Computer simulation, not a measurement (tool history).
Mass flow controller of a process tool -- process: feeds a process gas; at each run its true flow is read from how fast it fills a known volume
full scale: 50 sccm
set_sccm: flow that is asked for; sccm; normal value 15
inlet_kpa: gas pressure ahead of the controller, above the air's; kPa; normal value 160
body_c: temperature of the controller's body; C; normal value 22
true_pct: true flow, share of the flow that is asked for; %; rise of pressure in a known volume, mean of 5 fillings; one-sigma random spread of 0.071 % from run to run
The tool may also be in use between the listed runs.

| run | hour | set_sccm | inlet_kpa | body_c | true_pct |
|---|---|---|---|---|---|
| 1 | 0 | 15 | 160 | 22 | 103.07 |
|  | 45.7 | controller exchanged for a calibrated one |
| 2 | 218.4 | 15 | 160 | 22 | 99.9 |
| 3 | 412.1 | 8 | 160 | 22 | 99.85 |
| 4 | 547.6 | 8 | 160 | 22 | 100.07 |
| 5 | 725.7 | 9 | 160 | 22 | 100.06 |
| 6 | 957.9 | 33 | 160 | 22 | 100.26 |
| 7 | 1097.4 | 33 | 160 | 22 | 100.28 |
| 8 | 1318.2 | 33 | 160 | 22 | 100.41 |
| 9 | 1643.4 | 33 | 160 | 22 | 100.48 |
| 10 | 1949.5 | 24 | 205 | 23 | 100.79 |
| 11 | 2176.2 | 34 | 160 | 33 | 99.77 |
| 12 | 2361.3 | 34 | 160 | 33 | 100.02 |
| 13 | 2671.5 | 34 | 160 | 33 | 100.01 |
| 14 | 2914.5 | 14 | 215 | 21 | 101.58 |
| 15 | 3117.7 | 42 | 215 | 21 | 101.37 |
| 16 | 3273.3 | 15 | 160 | 34 | 100.48 |
| 17 | 3544.3 | 24 | 239 | 31 | 101.05 |
| 18 | 3762.3 | 24 | 164 | 31 | 100.75 |

Alternative continuations, all from the tool just after run 18; predict every row:
| A | 3987 | 15 | 167 | 22 | ? |
| B | 3987 | 12 | 213 | 31 | ? |
| C | 3987 | 21 | 202 | 22 | ? |
| D | 3987 | 19 | 262 | 21 | ? |

| run | true_pct |
|---|---|
| A | 101.88 |
| B | 101.45 |
| C | 101.86 |
| D | 102.13 |
The same runs, with their run-to-run variation unchanged, on a tool lacking any hidden condition would have given:
| run | true_pct |
|---|---|
| A | 99.94 |
| B | 99.33 |
| C | 100.11 |
| D | 100.34 |
